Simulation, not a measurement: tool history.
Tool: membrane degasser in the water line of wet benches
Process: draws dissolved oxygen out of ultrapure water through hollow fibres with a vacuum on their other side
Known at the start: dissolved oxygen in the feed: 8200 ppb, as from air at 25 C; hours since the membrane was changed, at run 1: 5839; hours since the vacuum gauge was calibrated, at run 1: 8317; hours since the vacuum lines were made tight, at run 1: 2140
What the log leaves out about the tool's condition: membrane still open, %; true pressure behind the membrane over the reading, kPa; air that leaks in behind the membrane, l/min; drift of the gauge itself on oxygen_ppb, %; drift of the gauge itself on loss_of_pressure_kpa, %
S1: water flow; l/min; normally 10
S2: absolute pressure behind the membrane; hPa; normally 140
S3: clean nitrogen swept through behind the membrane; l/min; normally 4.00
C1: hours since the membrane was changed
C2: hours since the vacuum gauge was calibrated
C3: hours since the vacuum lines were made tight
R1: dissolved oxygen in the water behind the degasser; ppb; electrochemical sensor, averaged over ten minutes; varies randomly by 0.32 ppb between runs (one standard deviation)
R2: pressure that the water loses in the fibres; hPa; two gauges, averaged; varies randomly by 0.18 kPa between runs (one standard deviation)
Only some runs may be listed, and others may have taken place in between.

| run | hour | S1 | S2 | S3 | C1 | C2 | C3 | R1 | R2 |
|---|---|---|---|---|---|---|---|---|---|
| 1 | 0.0 | 10 | 140 | 4.00 | 5839 | 8317 | 2140 | 71.4 | 629.1 |
| 2 | 103.1 | 15 | 140 | 4.00 | 5942 | 8420 | 2243 | 116.2 | 938.0 |
| 3 | 286.5 | 15 | 140 | 4.00 | 6126 | 8604 | 2427 | 115.9 | 941.6 |
| 4 | 480.9 | 10 | 140 | 4.00 | 6320 | 8798 | 2621 | 72.0 | 629.8 |
|  | 509.6 | vacuum gauge calibrated |
| 5 | 598.9 | 10 | 119 | 4.00 | 6437 | 89 | 2739 | 56.3 | 627.0 |
| 6 | 785.3 | 12 | 140 | 4.00 | 6624 | 276 | 2925 | 85.3 | 755.3 |
| 7 | 926.2 | 12 | 341 | 4.00 | 6765 | 417 | 3066 | 230.4 | 750.6 |
| 8 | 1056.3 | 12 | 341 | 4.00 | 6895 | 547 | 3196 | 233.9 | 750.9 |
| 9 | 1179.6 | 12 | 341 | 4.00 | 7018 | 670 | 3319 | 232.8 | 751.4 |
| 10 | 1387.5 | 10 | 140 | 4.00 | 7226 | 878 | 3527 | 70.2 | 628.5 |
| 11 | 1488.8 | 10 | 140 | 4.00 | 7327 | 979 | 3628 | 70.5 | 630.8 |
| 12 | 1689.5 | 13 | 140 | 4.00 | 7528 | 1180 | 3829 | 96.0 | 817.0 |
| 13 | 1803.1 | 13 | 140 | 4.00 | 7642 | 1293 | 3943 | 95.5 | 819.1 |
| 14 | 2004.2 | 13 | 168 | 4.00 | 7843 | 1495 | 4144 | 117.9 | 820.8 |
| 15 | 2191.6 | 11 | 140 | 4.00 | 8030 | 1682 | 4331 | 79.1 | 695.5 |
| 16 | 2307.3 | 11 | 140 | 4.00 | 8146 | 1798 | 4447 | 79.1 | 691.8 |
| 17 | 2440.3 | 11 | 140 | 4.00 | 8279 | 1931 | 4580 | 78.4 | 697.5 |
| 18 | 2667.4 | 10 | 188 | 6.45 | 8506 | 2158 | 4807 | 64.2 | 632.9 |
| 19 | 2863.3 | 10 | 188 | 6.45 | 8702 | 2354 | 5003 | 64.0 | 632.4 |
| 20 | 3101.2 | 10 | 140 | 11.88 | 8940 | 2592 | 5241 | 26.0 | 631.0 |
| 21 | 3212.0 | 11 | 140 | 11.62 | 9051 | 2702 | 5352 | 29.9 | 698.0 |
| 22 | 3419.4 | 8 | 140 | 4.14 | 9258 | 2910 | 5559 | 55.2 | 507.8 |
| 23 | 3557.5 | 9 | 234 | 3.25 | 9396 | 3048 | 5697 | 143.9 | 572.1 |
| 24 | 3719.9 | 9 | 234 | 3.25 | 9559 | 3210 | 5860 | 144.0 | 571.6 |
| 25 | 3923.7 | 9 | 161 | 3.25 | 9762 | 3414 | 6063 | 93.4 | 571.2 |
| 26 | 4054.8 | 9 | 86 | 3.25 | 9893 | 3545 | 6195 | 40.8 | 570.9 |
| 27 | 4227.1 | 10 | 89 | 4.00 | 10066 | 3717 | 6367 | 39.7 | 632.6 |
| 28 | 4327.3 | 10 | 89 | 4.00 | 10166 | 3818 | 6467 | 39.7 | 633.4 |
| 29 | 4523.2 | 11 | 161 | 3.26 | 10362 | 4014 | 6663 | 115.3 | 697.9 |
| 30 | 4680.6 | 14 | 99 | 2.06 | 10519 | 4171 | 6820 | 125.6 | 891.0 |
| 31 | 4878.6 | 10 | 290 | 2.57 | 10717 | 4369 | 7018 | 253.3 | 636.1 |
| 32 | 5059.2 | 8 | 158 | 2.57 | 10898 | 4550 | 7199 | 103.9 | 510.5 |

Forecast each of these 3 alternatives for the next run:
| A | 5298.4 | 12 | 196 | 2.57 | 11137 | 4789 | 7438 | ? | ? |
| B | 5298.4 | 14 | 158 | 2.57 | 11137 | 4789 | 7438 | ? | ? |
| C | 5298.4 | 10 | 266 | 7.09 | 11137 | 4789 | 7438 | ? | ? |

| run | R1 | R2 |
|---|---|---|
| A | 197.7 | 765.4 |
| B | 181.8 | 892.8 |
| C | 88.5 | 631.4 |
Stripped of hidden state, with their random variation kept, the same runs would have yielded:
| run | R1 | R2 |
|---|---|---|
| A | 188.0 | 743.3 |
| B | 172.3 | 867.0 |
| C | 83.6 | 613.1 |

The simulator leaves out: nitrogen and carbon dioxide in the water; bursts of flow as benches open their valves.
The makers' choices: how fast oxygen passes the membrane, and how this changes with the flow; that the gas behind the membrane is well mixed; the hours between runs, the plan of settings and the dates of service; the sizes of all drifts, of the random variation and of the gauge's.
